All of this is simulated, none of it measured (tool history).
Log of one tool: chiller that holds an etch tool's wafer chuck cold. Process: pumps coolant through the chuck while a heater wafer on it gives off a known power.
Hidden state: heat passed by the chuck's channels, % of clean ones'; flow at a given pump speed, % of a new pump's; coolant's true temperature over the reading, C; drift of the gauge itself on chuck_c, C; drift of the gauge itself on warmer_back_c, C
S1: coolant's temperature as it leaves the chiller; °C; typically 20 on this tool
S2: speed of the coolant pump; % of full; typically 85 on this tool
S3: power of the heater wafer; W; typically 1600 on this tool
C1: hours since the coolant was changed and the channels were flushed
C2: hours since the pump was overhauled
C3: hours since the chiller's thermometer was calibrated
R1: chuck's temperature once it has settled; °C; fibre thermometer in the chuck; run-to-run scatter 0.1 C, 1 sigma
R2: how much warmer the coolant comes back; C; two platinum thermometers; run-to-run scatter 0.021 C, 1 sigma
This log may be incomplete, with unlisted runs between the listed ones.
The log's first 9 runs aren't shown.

| run | hour | S1 | S2 | S3 | C1 | C2 | C3 | R1 | R2 |
|---|---|---|---|---|---|---|---|---|---|
| 10 | 493.1 | 20 | 85 | 1600 | 1859 | 1358 | 568 | 34.7 | 4.94 |
| 11 | 528.7 | 20 | 85 | 1600 | 1894 | 1393 | 604 | 34.8 | 4.90 |
| 12 | 588.7 | 20 | 85 | 1600 | 1954 | 1453 | 664 | 34.6 | 4.92 |
| 13 | 653.8 | 26 | 85 | 1600 | 2019 | 1518 | 729 | 40.5 | 4.95 |
| 14 | 691.4 | 20 | 85 | 1382 | 2057 | 1556 | 767 | 32.5 | 4.31 |
| 15 | 724.7 | 20 | 85 | 1600 | 2090 | 1589 | 800 | 34.5 | 4.97 |
| 16 | 761.1 | 20 | 85 | 1600 | 2127 | 1626 | 836 | 34.5 | 4.98 |
| 17 | 799.3 | 20 | 85 | 1600 | 2165 | 1664 | 875 | 34.4 | 4.98 |
| 18 | 863.4 | 20 | 85 | 1600 | 2229 | 1728 | 939 | 34.4 | 4.99 |
| 19 | 933.3 | 14 | 76 | 990 | 2299 | 1798 | 1009 | 23.6 | 3.58 |
| 20 | 992.9 | 20 | 70 | 1265 | 2358 | 1857 | 1068 | 32.9 | 4.96 |
| 21 | 1055.3 | 17 | 99 | 1265 | 2421 | 1920 | 1131 | 27.6 | 3.46 |
| 22 | 1107.2 | 20 | 63 | 1600 | 2473 | 1972 | 1182 | 37.4 | 7.01 |
| 23 | 1161.9 | 15 | 94 | 1600 | 2527 | 2026 | 1237 | 28.7 | 4.56 |
| 24 | 1222.9 | 24 | 94 | 1811 | 2588 | 2087 | 1298 | 39.3 | 5.09 |
| 25 | 1271.7 | 17 | 71 | 881 | 2637 | 2136 | 1347 | 26.2 | 3.52 |
| 26 | 1337.8 | 12 | 85 | 1600 | 2703 | 2202 | 1413 | 26.4 | 5.14 |
| 27 | 1395.4 | 12 | 85 | 1600 | 2761 | 2260 | 1471 | 26.6 | 5.11 |
| 28 | 1460.3 | 12 | 85 | 1600 | 2826 | 2325 | 1536 | 26.5 | 5.15 |
| 29 | 1513.7 | 12 | 85 | 1600 | 2879 | 2378 | 1589 | 26.5 | 5.11 |

Run 30 comes next. What will it give?
| 30 | 1579.0 | 12 | 85 | 1600 | 2945 | 2444 | 1654 | ? | ? |

For run 30 the tool returned R1 26.5 °C, R2 5.17 C.
The same run, on a tool lacking any hidden state, would have yielded R1 26.5 °C, R2 4.81 C.
